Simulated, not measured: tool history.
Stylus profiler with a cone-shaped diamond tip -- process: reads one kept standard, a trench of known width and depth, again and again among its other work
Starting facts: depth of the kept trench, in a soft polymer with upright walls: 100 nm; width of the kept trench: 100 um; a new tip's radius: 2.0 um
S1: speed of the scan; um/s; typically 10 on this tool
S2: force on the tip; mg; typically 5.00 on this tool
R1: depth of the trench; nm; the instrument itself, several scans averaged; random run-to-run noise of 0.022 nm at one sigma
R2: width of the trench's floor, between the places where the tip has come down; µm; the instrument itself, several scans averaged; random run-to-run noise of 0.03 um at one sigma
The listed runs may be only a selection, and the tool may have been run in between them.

run 1 hour=0.0 | S1=10 S2=5.00 | R1=102.09 R2=98.57
run 2 hour=97.1 | S1=10 S2=5.00 | R1=102.07 R2=98.62
run 3 hour=215.4 | S1=10 S2=5.00 | R1=102.10 R2=98.50
run 4 hour=316.9 | S1=10 S2=5.00 | R1=102.11 R2=98.53
run 5 hour=393.7 | S1=10 S2=5.00 | R1=102.12 R2=98.53
run 6 hour=500.4 | S1=10 S2=5.00 | R1=102.19 R2=98.48
run 7 hour=552.7 | S1=10 S2=5.00 | R1=102.18 R2=98.50
-- hour=564.0 height scale calibrated on a step standard
run 8 hour=652.5 | S1=10 S2=5.00 | R1=102.24 R2=98.52
run 9 hour=718.2 | S1=3 S2=8.59 | R1=103.15 R2=98.50
run 10 hour=812.5 | S1=5 S2=3.53 | R1=101.90 R2=98.43
run 11 hour=915.0 | S1=3 S2=2.81 | R1=101.67 R2=98.45
-- hour=978.6 height scale calibrated on a step standard, once more
run 12 hour=1037.3 | S1=10 S2=11.27 | R1=103.44 R2=98.51
run 13 hour=1140.9 | S1=10 S2=11.27 | R1=103.48 R2=98.43
run 14 hour=1250.3 | S1=13 S2=3.90 | R1=101.74 R2=98.41
run 15 hour=1320.9 | S1=5 S2=6.50 | R1=102.43 R2=98.49
run 16 hour=1393.3 | S1=5 S2=6.50 | R1=102.48 R2=98.39

Alternative continuations, all from the tool just after run 16; predict every row:
run A hour=1489.7 | S1=34 S2=5.00 | R1=? R2=?
run B hour=1489.7 | S1=18 S2=5.18 | R1=? R2=?
run C hour=1489.7 | S1=37 S2=2.82 | R1=? R2=?

run=A R1=102.06 R2=98.35
run=B R1=102.15 R2=98.38
run=C R1=101.43 R2=98.28
Had the tool no hidden state, the same runs would have come out as:
run=A R1=101.99 R2=98.67
run=B R1=102.07 R2=98.70
run=C R1=101.36 R2=98.60

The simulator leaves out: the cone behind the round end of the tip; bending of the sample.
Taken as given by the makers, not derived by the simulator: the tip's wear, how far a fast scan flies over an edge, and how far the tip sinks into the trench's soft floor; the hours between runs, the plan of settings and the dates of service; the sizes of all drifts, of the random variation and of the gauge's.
